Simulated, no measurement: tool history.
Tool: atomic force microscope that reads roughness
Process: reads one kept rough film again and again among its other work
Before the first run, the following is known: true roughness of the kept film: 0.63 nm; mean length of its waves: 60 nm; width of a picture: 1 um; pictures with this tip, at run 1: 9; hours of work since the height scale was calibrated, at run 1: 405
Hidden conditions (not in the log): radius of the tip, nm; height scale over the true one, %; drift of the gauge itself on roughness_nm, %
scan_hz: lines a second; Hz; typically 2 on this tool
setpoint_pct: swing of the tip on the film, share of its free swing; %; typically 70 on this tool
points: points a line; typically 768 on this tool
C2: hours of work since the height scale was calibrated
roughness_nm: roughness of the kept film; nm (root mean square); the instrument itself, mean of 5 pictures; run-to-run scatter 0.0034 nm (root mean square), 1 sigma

run 1 hour=0 | scan_hz=2 setpoint_pct=70 points=768 | pictures_with_this_tip=9 C2=405 | roughness_nm=0.569
run 2 hour=9.4 | scan_hz=2 setpoint_pct=70 points=768 | pictures_with_this_tip=23 C2=411 | roughness_nm=0.565
run 3 hour=25.4 | scan_hz=2 setpoint_pct=70 points=768 | pictures_with_this_tip=48 C2=421 | roughness_nm=0.567
run 4 hour=38.6 | scan_hz=2 setpoint_pct=70 points=768 | pictures_with_this_tip=69 C2=429 | roughness_nm=0.571
run 5 hour=50.3 | scan_hz=2 setpoint_pct=70 points=768 | pictures_with_this_tip=87 C2=437 | roughness_nm=0.563
run 6 hour=59.9 | scan_hz=2 setpoint_pct=70 points=768 | pictures_with_this_tip=102 C2=443 | roughness_nm=0.573
run 7 hour=69.3 | scan_hz=2 setpoint_pct=70 points=550 | pictures_with_this_tip=116 C2=449 | roughness_nm=0.571
-- hour=82.9 new tip fitted
run 8 hour=86.6 | scan_hz=2 setpoint_pct=70 points=768 | pictures_with_this_tip=6 C2=459 | roughness_nm=0.57
run 9 hour=101.4 | scan_hz=2 setpoint_pct=70 points=768 | pictures_with_this_tip=29 C2=469 | roughness_nm=0.571
run 10 hour=111.1 | scan_hz=2 setpoint_pct=70 points=768 | pictures_with_this_tip=44 C2=475 | roughness_nm=0.567
run 11 hour=122.5 | scan_hz=2 setpoint_pct=70 points=768 | pictures_with_this_tip=62 C2=482 | roughness_nm=0.56
run 12 hour=130.3 | scan_hz=2 setpoint_pct=70 points=768 | pictures_with_this_tip=74 C2=487 | roughness_nm=0.567
run 13 hour=144.7 | scan_hz=2 setpoint_pct=79 points=768 | pictures_with_this_tip=96 C2=496 | roughness_nm=0.539
run 14 hour=154.6 | scan_hz=2 setpoint_pct=79 points=768 | pictures_with_this_tip=111 C2=502 | roughness_nm=0.535
run 15 hour=163.9 | scan_hz=2 setpoint_pct=62 points=768 | pictures_with_this_tip=126 C2=508 | roughness_nm=0.588
-- hour=171.3 new tip fitted
run 16 hour=173.2 | scan_hz=2 setpoint_pct=70 points=768 | pictures_with_this_tip=3 C2=513 | roughness_nm=0.563
run 17 hour=190.9 | scan_hz=2 setpoint_pct=70 points=768 | pictures_with_this_tip=31 C2=525 | roughness_nm=0.563
run 18 hour=209.5 | scan_hz=2 setpoint_pct=70 points=476 | pictures_with_this_tip=59 C2=536 | roughness_nm=0.57
run 19 hour=225.2 | scan_hz=2 setpoint_pct=70 points=476 | pictures_with_this_tip=84 C2=546 | roughness_nm=0.569
run 20 hour=243.8 | scan_hz=2 setpoint_pct=70 points=768 | pictures_with_this_tip=112 C2=558 | roughness_nm=0.567
run 21 hour=255.8 | scan_hz=2 setpoint_pct=70 points=768 | pictures_with_this_tip=131 C2=565 | roughness_nm=0.564
-- hour=259.3 new tip fitted
run 22 hour=271.1 | scan_hz=2 setpoint_pct=70 points=295 | pictures_with_this_tip=18 C2=575 | roughness_nm=0.568
run 23 hour=289.1 | scan_hz=2 setpoint_pct=70 points=295 | pictures_with_this_tip=46 C2=586 | roughness_nm=0.566
run 24 hour=298.6 | scan_hz=2 setpoint_pct=70 points=295 | pictures_with_this_tip=60 C2=592 | roughness_nm=0.569
run 25 hour=315.7 | scan_hz=0.51 setpoint_pct=70 points=768 | pictures_with_this_tip=87 C2=603 | roughness_nm=0.615
run 26 hour=323.7 | scan_hz=0.51 setpoint_pct=70 points=768 | pictures_with_this_tip=99 C2=608 | roughness_nm=0.603
run 27 hour=338.9 | scan_hz=2 setpoint_pct=61 points=768 | pictures_with_this_tip=123 C2=617 | roughness_nm=0.596
run 28 hour=346.6 | scan_hz=2 setpoint_pct=74 points=695 | pictures_with_this_tip=135 C2=622 | roughness_nm=0.555
-- hour=348.5 new tip fitted
run 29 hour=362.2 | scan_hz=0.77 setpoint_pct=70 points=359 | pictures_with_this_tip=21 C2=632 | roughness_nm=0.598
run 30 hour=380.2 | scan_hz=2 setpoint_pct=73 points=538 | pictures_with_this_tip=49 C2=643 | roughness_nm=0.56
run 31 hour=389.7 | scan_hz=0.96 setpoint_pct=73 points=892 | pictures_with_this_tip=63 C2=649 | roughness_nm=0.587
run 32 hour=397.8 | scan_hz=0.96 setpoint_pct=73 points=315 | pictures_with_this_tip=76 C2=654 | roughness_nm=0.591
run 33 hour=416.1 | scan_hz=2.03 setpoint_pct=76 points=315 | pictures_with_this_tip=104 C2=665 | roughness_nm=0.545
run 34 hour=429.4 | scan_hz=2 setpoint_pct=70 points=770 | pictures_with_this_tip=125 C2=674 | roughness_nm=0.569
-- hour=438.5 new tip fitted
run 35 hour=439.1 | scan_hz=0.98 setpoint_pct=70 points=461 | pictures_with_this_tip=1 C2=680 | roughness_nm=0.59
run 36 hour=448.5 | scan_hz=1.02 setpoint_pct=57 points=501 | pictures_with_this_tip=15 C2=685 | roughness_nm=0.615
run 37 hour=459 | scan_hz=1.02 setpoint_pct=57 points=501 | pictures_with_this_tip=32 C2=692 | roughness_nm=0.61
run 38 hour=467.2 | scan_hz=1.02 setpoint_pct=57 points=256 | pictures_with_this_tip=44 C2=697 | roughness_nm=0.608
run 39 hour=477.5 | scan_hz=1.82 setpoint_pct=70 points=333 | pictures_with_this_tip=60 C2=704 | roughness_nm=0.575
run 40 hour=487.9 | scan_hz=1.82 setpoint_pct=70 points=333 | pictures_with_this_tip=76 C2=710 | roughness_nm=0.569
run 41 hour=504.3 | scan_hz=1.19 setpoint_pct=86 points=572 | pictures_with_this_tip=102 C2=721 | roughness_nm=0.544
run 42 hour=520.1 | scan_hz=1.19 setpoint_pct=86 points=572 | pictures_with_this_tip=126 C2=730 | roughness_nm=0.549
-- hour=526.7 new tip fitted
run 43 hour=533.3 | scan_hz=0.97 setpoint_pct=86 points=449 | pictures_with_this_tip=10 C2=738 | roughness_nm=0.556
run 44 hour=542.3 | scan_hz=3.62 setpoint_pct=64 points=449 | pictures_with_this_tip=24 C2=744 | roughness_nm=0.548
run 45 hour=556.8 | scan_hz=3.62 setpoint_pct=64 points=287 | pictures_with_this_tip=46 C2=753 | roughness_nm=0.542
run 46 hour=574.9 | scan_hz=0.7 setpoint_pct=64 points=493 | pictures_with_this_tip=74 C2=765 | roughness_nm=0.61
run 47 hour=591.6 | scan_hz=0.7 setpoint_pct=64 points=493 | pictures_with_this_tip=100 C2=775 | roughness_nm=0.616
run 48 hour=605 | scan_hz=0.7 setpoint_pct=64 points=493 | pictures_with_this_tip=121 C2=783 | roughness_nm=0.608
-- hour=615.2 new tip fitted
run 49 hour=616.2 | scan_hz=0.7 setpoint_pct=83 points=493 | pictures_with_this_tip=1 C2=790 | roughness_nm=0.587
run 50 hour=633.3 | scan_hz=0.7 setpoint_pct=83 points=493 | pictures_with_this_tip=28 C2=801 | roughness_nm=0.582
run 51 hour=645 | scan_hz=3.75 setpoint_pct=72 points=472 | pictures_with_this_tip=46 C2=808 | roughness_nm=0.514
run 52 hour=654.6 | scan_hz=1.04 setpoint_pct=60 points=524 | pictures_with_this_tip=60 C2=814 | roughness_nm=0.607
run 53 hour=670 | scan_hz=2 setpoint_pct=70 points=768 | pictures_with_this_tip=84 C2=824 | roughness_nm=0.562

What if the next run were any one of these 4? Each begins from the tool's condition after run 53:
run A hour=679.9 | scan_hz=2 setpoint_pct=65 points=768 | pictures_with_this_tip=100 C2=830 | roughness_nm=?
run B hour=679.9 | scan_hz=0.75 setpoint_pct=70 points=682 | pictures_with_this_tip=100 C2=830 | roughness_nm=?
run C hour=679.9 | scan_hz=3.96 setpoint_pct=77 points=768 | pictures_with_this_tip=100 C2=830 | roughness_nm=?
run D hour=679.9 | scan_hz=0.7 setpoint_pct=72 points=317 | pictures_with_this_tip=100 C2=830 | roughness_nm=?

run=A roughness_nm=0.582
run=B roughness_nm=0.594
run=C roughness_nm=0.481
run=D roughness_nm=0.598
Without the tool's unlogged condition, the same runs would have read:
run=A roughness_nm=0.583
run=B roughness_nm=0.595
run=C roughness_nm=0.483
run=D roughness_nm=0.6
